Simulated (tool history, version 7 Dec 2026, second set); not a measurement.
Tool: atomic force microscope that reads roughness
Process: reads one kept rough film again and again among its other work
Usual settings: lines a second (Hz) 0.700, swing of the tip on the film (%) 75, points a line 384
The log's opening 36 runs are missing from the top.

| run | day | lines a second (Hz) | swing of the tip on the film (%) | points a line | pictures with this tip | hours of work since the height scale was calibrated | roughness of the kept film (nm (root mean square)) |
|---|---|---|---|---|---|---|---|
| 37 | 40.767 | 0.700 | 68 | 727 | 52 | 949 | 2.692 |
|  | 41.062 | new tip fitted |
| 38 | 41.488 | 0.700 | 68 | 727 | 17 | 959 | 2.696 |
| 39 | 42.296 | 0.700 | 68 | 727 | 50 | 970 | 2.669 |
|  | 42.704 | new tip fitted |
| 40 | 43.388 | 1.809 | 75 | 384 | 28 | 985 | 2.460 |
|  | 44.271 | new tip fitted |
| 41 | 44.346 | 1.809 | 75 | 384 | 3 | 998 | 2.456 |
| 42 | 44.992 | 0.828 | 75 | 301 | 29 | 1008 | 2.608 |
|  | 45.858 | new tip fitted |
| 43 | 45.867 | 0.700 | 75 | 438 | 0 | 1020 | 2.650 |
| 44 | 46.812 | 0.700 | 57 | 856 | 39 | 1033 | 2.739 |
|  | 47.533 | new tip fitted |
| 45 | 47.858 | 3.968 | 68 | 591 | 14 | 1048 | 2.315 |
| 46 | 48.875 | 1.743 | 57 | 384 | 55 | 1062 | 2.670 |
|  | 49.104 | new tip fitted |
| 47 | 49.608 | 0.700 | 79 | 340 | 21 | 1072 | 2.636 |
| 48 | 50.383 | 0.700 | 79 | 340 | 53 | 1083 | 2.602 |
|  | 50.683 | new tip fitted |
| 49 | 51.800 | 0.700 | 79 | 340 | 45 | 1103 | 2.603 |

Forecast each of these 3 alternatives for the next run:
|  | 52.229 | new tip fitted |
| A | 53.333 | 3.782 | 89 | 835 | 45 | 1124 | ? |
|  | 52.229 | new tip fitted |
| B | 53.333 | 0.516 | 83 | 315 | 45 | 1124 | ? |
|  | 52.229 | new tip fitted |
| C | 53.333 | 0.700 | 73 | 269 | 45 | 1124 | ? |

| run | roughness of the kept film (nm (root mean square)) |
|---|---|
| A | 1.757 |
| B | 2.635 |
| C | 2.668 |
With no hidden state in the tool, these same runs would have given:
| run | roughness of the kept film (nm (root mean square)) |
|---|---|
| A | 1.763 |
| B | 2.644 |
| C | 2.677 |
